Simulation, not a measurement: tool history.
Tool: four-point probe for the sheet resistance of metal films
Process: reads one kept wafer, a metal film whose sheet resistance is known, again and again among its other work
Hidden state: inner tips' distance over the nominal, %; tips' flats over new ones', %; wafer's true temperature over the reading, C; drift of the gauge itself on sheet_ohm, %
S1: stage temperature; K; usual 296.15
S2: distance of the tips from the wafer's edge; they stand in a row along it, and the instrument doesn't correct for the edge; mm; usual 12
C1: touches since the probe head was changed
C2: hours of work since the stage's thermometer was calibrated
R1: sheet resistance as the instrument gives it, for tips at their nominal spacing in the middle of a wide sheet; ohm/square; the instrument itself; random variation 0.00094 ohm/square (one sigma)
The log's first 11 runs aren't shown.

| run | day | S1 | S2 | C1 | C2 | R1 |
|---|---|---|---|---|---|---|
| 12 | 9.679 | 296.15 | 5 | 88617 | 841 | 4.71961 |
| 13 | 10.508 | 296.15 | 12 | 89597 | 853 | 4.687078 |
| 14 | 11.496 | 296.15 | 12 | 90767 | 868 | 4.683909 |
| 15 | 12.208 | 296.15 | 3 | 91606 | 878 | 4.786455 |
| 16 | 12.721 | 296.15 | 3 | 92215 | 885 | 4.789077 |
| 17 | 13.392 | 296.15 | 3 | 93008 | 895 | 4.788389 |
| 18 | 14.479 | 296.15 | 12 | 94293 | 911 | 4.683927 |
| 19 | 15.667 | 296.15 | 12 | 95698 | 928 | 4.685182 |
| 20 | 16.275 | 294.15 | 12 | 96417 | 937 | 4.677806 |
| 21 | 17.062 | 296.15 | 12 | 97348 | 948 | 4.683862 |
| 22 | 17.821 | 296.15 | 12 | 98247 | 959 | 4.684676 |
| 23 | 18.758 | 294.15 | 8 | 99358 | 972 | 4.685025 |
| 24 | 19.496 | 294.15 | 12 | 100230 | 983 | 4.676681 |
| 25 | 20.392 | 307.15 | 8 | 101287 | 996 | 4.730302 |
| 26 | 20.962 | 292.15 | 35 | 101964 | 1004 | 4.661525 |
| 27 | 21.846 | 293.15 | 66 | 103010 | 1017 | 4.664014 |
| 28 | 22.933 | 300.15 | 43 | 104296 | 1033 | 4.689214 |

Forecast run 29:
| 29 | 24.15 | 300.15 | 43 | 105737 | 1050 | ? |

Run 29 gave R1 4.688997 ohm/square.
Without the tool's hidden state the same run would have given R1 4.704687 ohm/square.

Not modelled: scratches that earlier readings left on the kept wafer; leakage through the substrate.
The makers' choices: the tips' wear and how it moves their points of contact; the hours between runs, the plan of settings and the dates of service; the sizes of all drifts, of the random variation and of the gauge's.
